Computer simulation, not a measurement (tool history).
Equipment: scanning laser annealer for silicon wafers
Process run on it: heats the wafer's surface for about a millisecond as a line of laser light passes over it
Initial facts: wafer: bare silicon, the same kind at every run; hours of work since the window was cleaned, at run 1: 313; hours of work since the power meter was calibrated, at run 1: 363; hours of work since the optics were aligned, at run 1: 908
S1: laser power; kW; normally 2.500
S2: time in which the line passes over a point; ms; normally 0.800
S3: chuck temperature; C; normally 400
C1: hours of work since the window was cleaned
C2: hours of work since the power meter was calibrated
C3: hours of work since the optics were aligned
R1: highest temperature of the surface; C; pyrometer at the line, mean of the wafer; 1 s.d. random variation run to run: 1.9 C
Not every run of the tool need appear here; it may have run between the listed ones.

run   hour     S1     S2   S3   C1   C2    C3    R1
  1    0.0  2.500  0.800  400  313  363   908  1106
  2   12.1  2.500  0.800  402  323  372   917  1110
  3   17.2  2.500  0.800  402  327  376   921  1111
  4   25.4  2.500  0.781  400  333  383   928  1100
  5   32.1  2.348  0.800  400  339  388   933  1056
  6   44.0  2.348  0.800  400  348  397   942  1052
  7   56.6  2.500  0.800  400  358  407   952  1111
  8   65.7  2.500  0.800  400  365  414   959  1109
      74.0  -- window over the wafer cleaned
  9   76.6  2.500  0.800  400    2  421   966  1109
 10   89.1  2.500  0.800  400   12  431   976  1110
 11   95.0  2.500  0.800  403   17  436   981  1114
 12  107.2  2.500  0.800  403   26  445   990  1116
 13  119.4  2.500  0.800  393   36  455  1000  1107
 14  131.4  2.500  0.800  393   45  464  1009  1104
 15  140.5  2.500  0.800  393   52  471  1017  1105
 16  149.5  2.500  0.800  393   59  479  1024  1102
 17  156.8  2.500  0.800  391   65  484  1029  1096
 18  162.3  2.500  0.800  391   69  489  1034  1099
 19  174.9  2.500  0.800  391   79  498  1044  1101
 20  185.3  2.500  0.800  391   88  507  1052  1100
 21  193.7  2.319  0.800  399   94  513  1058  1046
 22  204.9  2.500  0.775  369  103  522  1067  1070
 23  216.1  2.197  0.732  413  112  531  1076   988
 24  225.4  2.634  0.766  421  119  538  1083  1166
 25  232.5  2.677  0.800  364  125  544  1089  1139
 26  239.7  2.677  0.800  364  130  549  1095  1141
 27  249.4  2.677  0.958  364  138  557  1102  1213
 28  260.3  2.550  0.975  395  146  566  1111  1197
 29  268.4  2.186  0.999  431  153  572  1117  1100

Describe how what the log doesn't record of the tool's condition differs between the last listed run preceding each entry between runs and the first listed run following it.
In the gap between runs 8 and 9: window over the wafer cleaned (hour 74.0)
  light that passes the window, % of a clean one's: 99.89 -> 100
